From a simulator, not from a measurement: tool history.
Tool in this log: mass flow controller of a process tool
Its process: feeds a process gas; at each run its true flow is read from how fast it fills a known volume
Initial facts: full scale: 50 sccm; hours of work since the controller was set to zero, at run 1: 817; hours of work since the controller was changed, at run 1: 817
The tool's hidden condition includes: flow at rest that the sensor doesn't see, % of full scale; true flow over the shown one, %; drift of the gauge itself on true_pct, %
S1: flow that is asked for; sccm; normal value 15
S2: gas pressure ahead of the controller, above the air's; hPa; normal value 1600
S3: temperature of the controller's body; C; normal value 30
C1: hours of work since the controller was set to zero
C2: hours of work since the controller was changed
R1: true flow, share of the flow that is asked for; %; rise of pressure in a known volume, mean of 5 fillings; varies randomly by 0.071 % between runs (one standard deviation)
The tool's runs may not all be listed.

{"run": 1, "day": 0.0, "S1": 15, "S2": 1600, "S3": 30, "C1": 817, "C2": 817, "R1": 100.12}
{"run": 2, "day": 1.85, "S1": 15, "S2": 1600, "S3": 30, "C1": 845, "C2": 845, "R1": 100.07}
{"run": 3, "day": 3.862, "S1": 15, "S2": 1600, "S3": 30, "C1": 875, "C2": 875, "R1": 100.21}
{"run": 4, "day": 8.333, "S1": 6, "S2": 1600, "S3": 30, "C1": 941, "C2": 941, "R1": 100.34}
{"run": 5, "day": 10.317, "S1": 6, "S2": 1600, "S3": 30, "C1": 971, "C2": 971, "R1": 100.32}
{"run": 6, "day": 14.033, "S1": 6, "S2": 1600, "S3": 30, "C1": 1026, "C2": 1026, "R1": 100.33}
{"run": 7, "day": 18.2, "S1": 6, "S2": 1600, "S3": 30, "C1": 1089, "C2": 1089, "R1": 100.35}
{"run": 8, "day": 21.412, "S1": 15, "S2": 1600, "S3": 30, "C1": 1137, "C2": 1137, "R1": 100.66}
{"run": 9, "day": 24.317, "S1": 15, "S2": 1480, "S3": 30, "C1": 1180, "C2": 1180, "R1": 100.79}
{"run": 10, "day": 28.258, "S1": 15, "S2": 1480, "S3": 30, "C1": 1239, "C2": 1239, "R1": 100.81}
{"run": 11, "day": 31.088, "S1": 15, "S2": 1480, "S3": 27, "C1": 1281, "C2": 1281, "R1": 100.6}
{"run": 12, "day": 34.238, "S1": 15, "S2": 1600, "S3": 30, "C1": 1328, "C2": 1328, "R1": 101.11}
{"day": 37.258, "done": "gauge calibrated"}
{"run": 13, "day": 37.971, "S1": 15, "S2": 1600, "S3": 30, "C1": 1383, "C2": 1383, "R1": 100.11}
{"run": 14, "day": 41.2, "S1": 15, "S2": 1600, "S3": 30, "C1": 1432, "C2": 1432, "R1": 100.28}
{"run": 15, "day": 43.492, "S1": 15, "S2": 1600, "S3": 30, "C1": 1466, "C2": 1466, "R1": 100.24}
{"run": 16, "day": 47.333, "S1": 16, "S2": 1600, "S3": 30, "C1": 1523, "C2": 1523, "R1": 100.45}
{"run": 17, "day": 49.846, "S1": 16, "S2": 1600, "S3": 30, "C1": 1560, "C2": 1560, "R1": 100.51}
{"run": 18, "day": 51.696, "S1": 15, "S2": 1600, "S3": 25, "C1": 1588, "C2": 1588, "R1": 99.9}
{"run": 19, "day": 54.375, "S1": 15, "S2": 1600, "S3": 25, "C1": 1628, "C2": 1628, "R1": 99.9}
{"run": 20, "day": 58.396, "S1": 15, "S2": 1600, "S3": 25, "C1": 1688, "C2": 1688, "R1": 100.07}
{"run": 21, "day": 61.092, "S1": 15, "S2": 1600, "S3": 30, "C1": 1728, "C2": 1728, "R1": 100.78}
{"run": 22, "day": 64.658, "S1": 15, "S2": 2380, "S3": 30, "C1": 1781, "C2": 1781, "R1": 101.07}
{"run": 23, "day": 67.633, "S1": 15, "S2": 1600, "S3": 30, "C1": 1826, "C2": 1826, "R1": 100.82}
{"run": 24, "day": 69.833, "S1": 15, "S2": 1600, "S3": 21, "C1": 1859, "C2": 1859, "R1": 99.83}
{"run": 25, "day": 73.746, "S1": 15, "S2": 1400, "S3": 21, "C1": 1917, "C2": 1917, "R1": 99.88}
{"run": 26, "day": 77.542, "S1": 15, "S2": 2250, "S3": 36, "C1": 1973, "C2": 1973, "R1": 102.18}
{"run": 27, "day": 81.033, "S1": 7, "S2": 2240, "S3": 22, "C1": 2025, "C2": 2025, "R1": 100.34}
{"run": 28, "day": 84.483, "S1": 8, "S2": 1600, "S3": 21, "C1": 2077, "C2": 2077, "R1": 100.11}
{"run": 29, "day": 86.475, "S1": 6, "S2": 1720, "S3": 21, "C1": 2107, "C2": 2107, "R1": 100.31}
{"run": 30, "day": 88.583, "S1": 19, "S2": 1600, "S3": 21, "C1": 2138, "C2": 2138, "R1": 100.55}
{"run": 31, "day": 91.408, "S1": 10, "S2": 1600, "S3": 32, "C1": 2180, "C2": 2180, "R1": 101.64}
{"run": 32, "day": 94.896, "S1": 5, "S2": 2590, "S3": 25, "C1": 2232, "C2": 2232, "R1": 101.23}
{"run": 33, "day": 97.55, "S1": 44, "S2": 1710, "S3": 35, "C1": 2272, "C2": 2272, "R1": 102.58}
{"run": 34, "day": 100.729, "S1": 19, "S2": 1720, "S3": 39, "C1": 2319, "C2": 2319, "R1": 102.86}
{"day": 103.979, "done": "gauge calibrated"}
{"run": 35, "day": 104.562, "S1": 19, "S2": 1720, "S3": 39, "C1": 2376, "C2": 2376, "R1": 101.15}
{"run": 36, "day": 108.208, "S1": 17, "S2": 2490, "S3": 34, "C1": 2431, "C2": 2431, "R1": 101.01}
{"run": 37, "day": 111.933, "S1": 15, "S2": 1600, "S3": 35, "C1": 2486, "C2": 2486, "R1": 101.02}
{"run": 38, "day": 114.879, "S1": 15, "S2": 1600, "S3": 35, "C1": 2530, "C2": 2530, "R1": 100.97}
{"run": 39, "day": 119.204, "S1": 15, "S2": 2770, "S3": 35, "C1": 2595, "C2": 2595, "R1": 101.43}
{"run": 40, "day": 121.875, "S1": 6, "S2": 1600, "S3": 30, "C1": 2634, "C2": 2634, "R1": 100.43}
{"run": 41, "day": 124.758, "S1": 39, "S2": 2280, "S3": 30, "C1": 2677, "C2": 2677, "R1": 101.03}
{"run": 42, "day": 127.362, "S1": 11, "S2": 1760, "S3": 30, "C1": 2716, "C2": 2716, "R1": 100.71}
{"run": 43, "day": 129.175, "S1": 42, "S2": 2410, "S3": 31, "C1": 2743, "C2": 2743, "R1": 101.46}
{"run": 44, "day": 132.671, "S1": 17, "S2": 1830, "S3": 30, "C1": 2795, "C2": 2795, "R1": 100.93}
{"run": 45, "day": 135.221, "S1": 17, "S2": 1830, "S3": 30, "C1": 2833, "C2": 2833, "R1": 101.09}
{"run": 46, "day": 137.917, "S1": 41, "S2": 1830, "S3": 30, "C1": 2874, "C2": 2874, "R1": 101.24}
{"run": 47, "day": 139.808, "S1": 41, "S2": 1830, "S3": 39, "C1": 2902, "C2": 2902, "R1": 102.44}

Hidden condition of the tool, last listed run before each entry between runs versus first listed run after:
Run 12 -> run 13: gauge calibrated (day 37.258)
  drift of the gauge itself on true_pct, %: 0.88 -> 0.02
  difference, measured minus the result without the unlogged condition, R1: +0.88 -> +0.01 %
Run 34 -> run 35: gauge calibrated (day 103.979)
  drift of the gauge itself on true_pct, %: 1.63 -> 0.02
  difference, measured minus the result without the unlogged condition, R1: +1.64 -> +0.01 %
